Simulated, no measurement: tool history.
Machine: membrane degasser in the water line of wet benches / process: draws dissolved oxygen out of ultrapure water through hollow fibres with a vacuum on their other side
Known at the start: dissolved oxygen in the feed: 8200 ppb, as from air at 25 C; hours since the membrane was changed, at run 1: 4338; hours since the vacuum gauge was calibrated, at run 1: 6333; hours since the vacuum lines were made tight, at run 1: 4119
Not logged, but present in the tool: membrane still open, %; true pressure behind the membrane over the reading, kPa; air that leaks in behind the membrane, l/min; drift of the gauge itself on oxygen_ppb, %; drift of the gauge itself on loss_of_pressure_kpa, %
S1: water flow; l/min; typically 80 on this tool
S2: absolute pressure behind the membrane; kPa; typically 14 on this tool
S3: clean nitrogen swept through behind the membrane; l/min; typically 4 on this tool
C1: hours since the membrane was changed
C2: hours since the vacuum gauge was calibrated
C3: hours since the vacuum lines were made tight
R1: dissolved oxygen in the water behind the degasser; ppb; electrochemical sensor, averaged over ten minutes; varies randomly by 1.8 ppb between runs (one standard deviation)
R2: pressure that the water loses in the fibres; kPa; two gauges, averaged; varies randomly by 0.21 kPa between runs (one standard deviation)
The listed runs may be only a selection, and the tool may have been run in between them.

run    hour   S1    S2    S3    C1    C2    C3      R1     R2
  1       0   80    14     4  4338  6333  4119   465.2  50.81
  2    84.9   80    14  2.24  4423  6418  4204   736.4  51.12
  3   165.5   80    14     4  4504  6498  4284   464.8  50.56
  4   258.3   80    14     4  4597  6591  4377   464.8   50.8
  5     396   80    14     4  4734  6729  4515   464.1  50.73
  6   465.2   80    14     4  4804  6798  4584   463.4  51.42
  7   552.9   80    14     4  4891  6886  4672   462.8   50.8
  8   671.5   80    14     4  5010  7005  4790   463.5   50.8
  9   806.7   80    14  1.77  5145  7140  4926   876.3  50.72
 10   904.1   80  22.1     4  5242  7237  5023   782.8  50.82
      917.9  -- vacuum gauge calibrated
 11  1005.6   50    14     4  5343    88  5124   307.5  32.21
 12  1150.2   50    14     4  5488   232  5269   305.9  31.68
 13  1214.5   50    14     4  5552   297  5333   305.9  31.92
 14  1326.8  112    32  3.87  5665   409  5445  1507.1  70.83
 15  1420.6   80  22.8  8.97  5758   503  5539   405.1  50.86
 16  1482.8   80  13.1     4  5821   565  5601   430.3  50.75
 17  1566.9  118  13.1     4  5905   649  5685   604.2  75.38
 18  1654.4  118  13.1     4  5992   736  5773   604.8  75.58
 19  1779.2   62    14  1.99  6117   861  5898   660.3  39.43
 20  1916.4   62    14  1.99  6254   999  6035   656.7  39.27
 21  1985.6   85  15.5  5.16  6323  1068  6104   448.9   54.6

What does the tool deliver on the next run?
 22  2083.4  85  15.5  5.16  6421  1166  6202   ?   ?

R1: 446.2 ppb
R2: 53.72 kPa
On a tool with no hidden condition, and with the same random variation, this run would have come out at R1 446.2 ppb, R2 53.7 kPa.
